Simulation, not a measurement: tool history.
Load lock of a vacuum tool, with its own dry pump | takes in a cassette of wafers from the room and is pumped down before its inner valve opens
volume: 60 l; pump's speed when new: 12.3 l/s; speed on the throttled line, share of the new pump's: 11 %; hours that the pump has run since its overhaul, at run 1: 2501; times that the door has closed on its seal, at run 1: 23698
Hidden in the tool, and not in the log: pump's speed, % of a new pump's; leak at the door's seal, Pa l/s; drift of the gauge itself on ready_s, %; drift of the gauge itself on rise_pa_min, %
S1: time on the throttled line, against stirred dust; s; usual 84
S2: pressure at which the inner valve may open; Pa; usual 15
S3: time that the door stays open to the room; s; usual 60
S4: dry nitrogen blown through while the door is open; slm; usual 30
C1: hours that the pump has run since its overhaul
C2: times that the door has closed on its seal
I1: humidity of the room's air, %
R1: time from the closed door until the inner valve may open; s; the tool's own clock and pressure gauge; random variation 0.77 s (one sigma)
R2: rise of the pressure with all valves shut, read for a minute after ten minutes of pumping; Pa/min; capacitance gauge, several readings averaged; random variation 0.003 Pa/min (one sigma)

Run 1, day 0.000: usual settings; C1 2501; C2 23698; I1 41.2. Result: R1 120.2 s, R2 0.096 Pa/min.
Run 2, day 6.279: usual settings; C1 2651; C2 24444; I1 43.7. Result: R1 120.7 s, R2 0.108 Pa/min.
Run 3, day 9.708: usual settings; C1 2734; C2 24852; I1 44.1. Result: R1 119.8 s, R2 0.101 Pa/min.
Run 4, day 15.712: usual settings; C1 2878; C2 25565; I1 44.8. Result: R1 119.9 s, R2 0.105 Pa/min.
Run 5, day 20.575: usual settings; C1 2995; C2 26143; I1 47.1. Result: R1 120.0 s, R2 0.110 Pa/min.
Run 6, day 23.717: usual settings; C1 3070; C2 26516; I1 45.4. Result: R1 120.1 s, R2 0.113 Pa/min.
Run 7, day 30.212: usual settings; C1 3226; C2 27288; I1 48.7. Result: R1 121.3 s, R2 0.115 Pa/min.
Run 8, day 35.525: usual settings; C1 3353; C2 27919; I1 44.9. Result: R1 120.9 s, R2 0.124 Pa/min.
Run 9, day 40.529: usual settings; C1 3473; C2 28513; I1 44.9. Result: R1 120.7 s, R2 0.121 Pa/min.
Run 10, day 45.383: usual settings; C1 3590; C2 29090; I1 45.9. Result: R1 121.0 s, R2 0.118 Pa/min.
Run 11, day 48.504: usual settings; C1 3665; C2 29460; I1 45.5. Result: R1 120.7 s, R2 0.120 Pa/min.
Run 12, day 54.879: usual settings; C1 3818; C2 30218; I1 44.5. Result: R1 120.3 s, R2 0.128 Pa/min.
Run 13, day 58.633: usual settings; C1 3908; C2 30664; I1 43.4. Result: R1 121.2 s, R2 0.129 Pa/min.
Run 14, day 61.675: usual settings but S2 26 Pa; C1 3981; C2 31025; I1 44.6. Result: R1 117.5 s, R2 0.130 Pa/min.
Run 15, day 68.446: usual settings but S2 26 Pa, S4 25 slm; C1 4143; C2 31830; I1 45.8. Result: R1 119.7 s, R2 0.138 Pa/min.
Run 16, day 71.875: usual settings but S2 25 Pa; C1 4226; C2 32237; I1 48.5. Result: R1 118.9 s, R2 0.142 Pa/min.
Run 17, day 75.508: usual settings but S2 25 Pa; C1 4313; C2 32668; I1 42.9. Result: R1 119.0 s, R2 0.137 Pa/min.
Run 18, day 81.212: usual settings but S2 25 Pa; C1 4450; C2 33346; I1 42.9. Result: R1 118.9 s, R2 0.139 Pa/min.
Run 19, day 87.338: usual settings but S2 25 Pa; C1 4597; C2 34074; I1 43.9. Result: R1 118.3 s, R2 0.140 Pa/min.
Run 20, day 91.367: usual settings but S2 25 Pa; C1 4693; C2 34552; I1 45.7. Result: R1 117.8 s, R2 0.153 Pa/min.
Run 21, day 97.929: usual settings but S3 103 s; C1 4851; C2 35332; I1 45.7. Result: R1 121.8 s, R2 0.168 Pa/min.
Run 22, day 101.138: usual settings but S2 20 Pa, S4 8 slm; C1 4928; C2 35713; I1 46.6. Result: R1 119.2 s, R2 0.166 Pa/min.
Run 23, day 107.442: usual settings but S2 22 Pa, S4 39 slm; C1 5079; C2 36462; I1 39.3. Result: R1 120.1 s, R2 0.145 Pa/min.
Run 24, day 113.804: usual settings but S2 22 Pa, S4 39 slm; C1 5232; C2 37218; I1 44.4. Result: R1 119.9 s, R2 0.156 Pa/min.

Forecast run 25:
Run 25, day 119.312: usual settings but S1 110 s, S2 20 Pa; C1 5364; C2 37872; I1 43.7. Result: R1 ?, R2 ?.

R1: 142.9 s
R2: 0.154 Pa/min
Without the tool's hidden state the same run would have given R1 139.5 s, R2 0.029 Pa/min.
